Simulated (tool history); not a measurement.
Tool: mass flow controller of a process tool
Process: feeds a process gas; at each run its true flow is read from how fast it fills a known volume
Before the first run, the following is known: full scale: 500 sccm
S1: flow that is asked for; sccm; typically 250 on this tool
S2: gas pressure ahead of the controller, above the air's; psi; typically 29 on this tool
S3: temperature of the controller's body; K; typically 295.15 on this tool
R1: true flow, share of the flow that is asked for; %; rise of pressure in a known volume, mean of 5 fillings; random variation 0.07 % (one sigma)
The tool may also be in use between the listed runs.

run,hour,S1,S2,S3,R1
1,0,250,29,295.15,99.2
2,45.3,250,29,295.15,99.16
3,107.3,250,29,295.15,99.1
4,184.4,250,29,295.15,99.2
5,248.6,250,29,295.15,99.05
6,330.5,250,29,295.15,99.16
7,381.1,250,29,310.15,98.53
8,467.1,250,29,295.15,99.11
9,566.5,382,29,295.15,99.75
10,609.9,250,29,295.15,99.23
11,656.6,117,29,295.15,98.79
12,704.9,117,29,295.15,98.94
13,779.9,250,29,295.15,99.08
14,880.3,250,29,295.15,99.08
15,973,250,29,295.15,99.32
16,1032.5,250,29,295.15,99.01
17,1114.4,250,29,295.15,99.02
18,1177.1,250,29,295.15,99.27
19,1282.2,485,29,295.15,99.9
20,1387.9,485,29,305.15,99.61
21,1488,485,29,305.15,99.48
22,1564.4,485,29,305.15,99.6
23,1655.2,102,29,295.15,99.2
24,1756.3,209,29,295.15,99.01
25,1838.6,68,23.6,295.15,99.74
26,1895.3,115,29,297.15,99.18
27,1972.3,469,29.3,295.15,99.87
28,2037,350,21.9,294.15,99.75
29,2114.2,287,29,295.15,99.27
30,2182.5,287,29,295.15,99.11
31,2282.3,173,22.6,294.15,99.29
32,2348.9,250,29,294.15,99.18
33,2410.4,112,29,312.15,98.78
34,2453.5,112,29,312.15,98.59
35,2555,112,29,312.15,98.74
36,2649.7,455,40.3,295.15,99.42
37,2698.9,455,33.2,293.15,99.53
38,2796,455,33.2,293.15,99.71
39,2845.9,455,20.9,293.15,99.96
40,2914.3,455,20.9,293.15,100.03
41,2976.7,88,30.6,310.15,99.05
42,3023.8,359,32.6,310.15,98.77
43,3127.5,151,34.2,295.15,98.97
44,3171.8,151,34.2,295.15,98.92
45,3228.2,151,34.2,295.15,99.03
46,3281.8,181,34.2,310.15,98.54
47,3344.7,55,20.9,295.15,100.81
48,3401.3,55,20.9,295.15,100.84

4 ways to go on from here, each from the tool as it stands after run 48. What would each give?
A,3454.7,341,31.6,296.15,?
B,3454.7,250,23.6,295.15,?
C,3454.7,55,21.5,295.15,?
D,3454.7,55,20.9,294.15,?

run,R1
A,99.17
B,99.23
C,100.83
D,101.03
Without the tool's hidden state the same runs would have given:
run,R1
A,99.31
B,99.2
C,98.43
D,98.63
